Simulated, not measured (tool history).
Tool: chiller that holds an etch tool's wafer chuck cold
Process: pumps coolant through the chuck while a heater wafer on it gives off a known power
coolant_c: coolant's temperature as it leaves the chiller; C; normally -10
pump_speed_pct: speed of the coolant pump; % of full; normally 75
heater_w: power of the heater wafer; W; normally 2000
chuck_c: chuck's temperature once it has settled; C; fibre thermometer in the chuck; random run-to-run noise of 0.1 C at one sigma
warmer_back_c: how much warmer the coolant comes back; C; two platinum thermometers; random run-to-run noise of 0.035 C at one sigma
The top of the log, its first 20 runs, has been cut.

{"run": 21, "hour": 2854.5, "coolant_c": -16, "pump_speed_pct": 75, "heater_w": 1684, "chuck_c": 8.1, "warmer_back_c": 5.37}
{"run": 22, "hour": 3006.6, "coolant_c": -16, "pump_speed_pct": 75, "heater_w": 1684, "chuck_c": 8.4, "warmer_back_c": 5.45}
{"run": 23, "hour": 3155.0, "coolant_c": -9, "pump_speed_pct": 65, "heater_w": 1355, "chuck_c": 13.9, "warmer_back_c": 5.04}
{"run": 24, "hour": 3303.9, "coolant_c": -17, "pump_speed_pct": 94, "heater_w": 1355, "chuck_c": -0.4, "warmer_back_c": 3.44}
{"run": 25, "hour": 3424.0, "coolant_c": -16, "pump_speed_pct": 89, "heater_w": 2638, "chuck_c": 17.5, "warmer_back_c": 7.12}
{"run": 26, "hour": 3554.8, "coolant_c": -10, "pump_speed_pct": 92, "heater_w": 2000, "chuck_c": 15.2, "warmer_back_c": 5.16}
{"run": 27, "hour": 3757.3, "coolant_c": 0, "pump_speed_pct": 98, "heater_w": 1807, "chuck_c": 21.9, "warmer_back_c": 4.43}
{"run": 28, "hour": 3875.1, "coolant_c": 0, "pump_speed_pct": 98, "heater_w": 1807, "chuck_c": 22.1, "warmer_back_c": 4.44}
{"hour": 3953.3, "done": "chiller's thermometer calibrated"}
{"run": 29, "hour": 4065.2, "coolant_c": -10, "pump_speed_pct": 75, "heater_w": 1329, "chuck_c": 10.6, "warmer_back_c": 4.35}
{"run": 30, "hour": 4254.3, "coolant_c": -10, "pump_speed_pct": 75, "heater_w": 2278, "chuck_c": 26.1, "warmer_back_c": 7.51}
{"run": 31, "hour": 4375.0, "coolant_c": -11, "pump_speed_pct": 86, "heater_w": 1329, "chuck_c": 7.7, "warmer_back_c": 3.77}
{"run": 32, "hour": 4532.6, "coolant_c": -1, "pump_speed_pct": 80, "heater_w": 2115, "chuck_c": 31.3, "warmer_back_c": 6.48}
{"run": 33, "hour": 4626.4, "coolant_c": -1, "pump_speed_pct": 80, "heater_w": 2115, "chuck_c": 31.7, "warmer_back_c": 6.52}

Predict each of these 3 candidate next runs independently; none follows another, all start after run 33:
{"run": "A", "hour": 4732.8, "coolant_c": -10, "pump_speed_pct": 80, "heater_w": 2115, "chuck_c": "?", "warmer_back_c": "?"}
{"run": "B", "hour": 4732.8, "coolant_c": -1, "pump_speed_pct": 74, "heater_w": 2115, "chuck_c": "?", "warmer_back_c": "?"}
{"run": "C", "hour": 4732.8, "coolant_c": -5, "pump_speed_pct": 80, "heater_w": 2115, "chuck_c": "?", "warmer_back_c": "?"}

run=A chuck_c=23.0 warmer_back_c=6.53
run=B chuck_c=34.5 warmer_back_c=7.12
run=C chuck_c=28.0 warmer_back_c=6.47
What these runs would have given with no unlogged condition in the tool:
run=A chuck_c=14.7 warmer_back_c=6.09
run=B chuck_c=25.7 warmer_back_c=6.63
run=C chuck_c=19.7 warmer_back_c=6.03

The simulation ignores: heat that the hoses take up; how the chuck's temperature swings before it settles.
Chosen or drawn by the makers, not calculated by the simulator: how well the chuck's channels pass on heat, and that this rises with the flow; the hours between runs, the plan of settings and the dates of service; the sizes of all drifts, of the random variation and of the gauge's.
